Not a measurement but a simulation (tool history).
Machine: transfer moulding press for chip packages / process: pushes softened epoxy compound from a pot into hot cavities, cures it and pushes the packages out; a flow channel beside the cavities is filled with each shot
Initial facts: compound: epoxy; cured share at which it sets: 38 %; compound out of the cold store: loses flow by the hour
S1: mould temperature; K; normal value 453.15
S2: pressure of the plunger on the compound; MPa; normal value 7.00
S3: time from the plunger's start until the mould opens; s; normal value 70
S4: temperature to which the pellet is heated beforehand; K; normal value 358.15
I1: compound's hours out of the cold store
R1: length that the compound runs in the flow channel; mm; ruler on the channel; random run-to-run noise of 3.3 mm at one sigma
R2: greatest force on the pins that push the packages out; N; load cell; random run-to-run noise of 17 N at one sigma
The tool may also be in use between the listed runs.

run   hour      S1    S2  S3      S4    I1   R1    R2
  1    0.0  453.15  7.00  70  358.15  16.1  779   979
       8.4  -- cavities cleaned with cleaning compound and waxed
  2   22.4  461.15  7.00  70  358.15  15.0  760   550
      37.0  -- cavities cleaned with cleaning compound and waxed
  3   57.3  456.15  7.00  70  358.15  43.3  716   769
      64.3  -- cavities cleaned with cleaning compound and waxed
  4   87.1  453.15  7.00  70  358.15  17.2  759  1019
      93.2  -- cavities cleaned with cleaning compound and waxed
  5  117.4  453.15  7.00  86  358.15   8.5  773   609
     121.5  -- cavities cleaned with cleaning compound and waxed
     152.0  -- cavities cleaned with cleaning compound and waxed
  6  157.7  453.15  7.00  55  358.15  42.9  710  1508
     179.4  -- cavities cleaned with cleaning compound and waxed
  7  195.2  453.15  7.00  55  358.15  23.5  739  1693
     208.5  -- cavities cleaned with cleaning compound and waxed
  8  230.6  453.15  7.00  70  358.15  32.1  715   970
     236.7  -- cavities cleaned with cleaning compound and waxed
     265.1  -- cavities cleaned with cleaning compound and waxed
     281.5  -- plunger's sealing rings changed
  9  286.7  453.15  7.00  70  358.15  22.4  764   985
     295.6  -- cavities cleaned with cleaning compound and waxed
 10  320.0  453.15  7.00  70  368.15  35.2  738   939
     325.2  -- cavities cleaned with cleaning compound and waxed
     351.9  -- cavities cleaned with cleaning compound and waxed
 11  357.0  453.15  7.00  77  358.15  12.5  774   726
     379.3  -- cavities cleaned with cleaning compound and waxed
     395.9  -- mould's thermocouples calibrated
 12  404.9  453.15  7.00  77  358.15  10.5  776   782
     409.0  -- cavities cleaned with cleaning compound and waxed
     437.2  -- cavities cleaned with cleaning compound and waxed
 13  443.7  453.15  7.00  70  358.15  26.1  744   857
     464.0  -- cavities cleaned with cleaning compound and waxed
 14  485.9  453.15  6.11  89  358.15  18.0  700   551
     490.6  -- cavities cleaned with cleaning compound and waxed
     520.4  -- cavities cleaned with cleaning compound and waxed
 15  534.6  451.15  7.00  72  358.15  17.7  748   983
     548.5  -- cavities cleaned with cleaning compound and waxed
 16  565.5  453.15  5.53  70  357.15  23.6  649   883
     576.2  -- cavities cleaned with cleaning compound and waxed
     589.8  -- plunger's sealing rings changed
 17  595.9  453.15  5.97  60  351.15  27.6  692  1450
     606.2  -- cavities cleaned with cleaning compound and waxed
     633.9  -- cavities cleaned with cleaning compound and waxed
 18  640.5  458.15  7.00  70  349.15  37.1  726   617
     660.6  -- cavities cleaned with cleaning compound and waxed
 19  667.1  458.15  7.00  70  349.15  22.1  748   647
     689.2  -- cavities cleaned with cleaning compound and waxed
 20  691.8  458.15  7.00  63  355.15  10.5  769   838
     718.3  -- cavities cleaned with cleaning compound and waxed
 21  725.7  456.15  6.25  83  352.15  28.3  695   490
     746.9  -- cavities cleaned with cleaning compound and waxed
 22  759.3  453.15  7.00  99  353.15  34.3  724   464
     775.5  -- cavities cleaned with cleaning compound and waxed
 23  799.4  453.15  6.55  97  367.15  10.1  742   489
     803.6  -- cavities cleaned with cleaning compound and waxed
     831.8  -- cavities cleaned with cleaning compound and waxed
 24  836.9  455.15  7.00  70  363.15  31.3  715   732
     860.1  -- cavities cleaned with cleaning compound and waxed
 25  883.0  455.15  7.00  70  363.15  34.3  706   804
     888.3  -- cavities cleaned with cleaning compound and waxed
     899.1  -- plunger's sealing rings changed
     918.7  -- cavities cleaned with cleaning compound and waxed
 26  925.6  453.15  7.00  95  358.15  36.2  741   457

Alternative continuations, all from the tool just after run 26; predict every row:
     948.2  -- cavities cleaned with cleaning compound and waxed
  A  966.9  453.15  5.35  70  348.15  31.0   ?   ?
     948.2  -- cavities cleaned with cleaning compound and waxed
  B  966.9  453.15  5.39  70  363.15  44.0   ?   ?
     948.2  -- cavities cleaned with cleaning compound and waxed
  C  966.9  453.15  7.00  70  352.15  46.7   ?   ?

run   R1    R2
  A  651  1011
  B  631   892
  C  720   931
Had the tool no hidden state, the same runs would have come out as:
run   R1   R2
  A  656  808
  B  636  713
  C  726  746
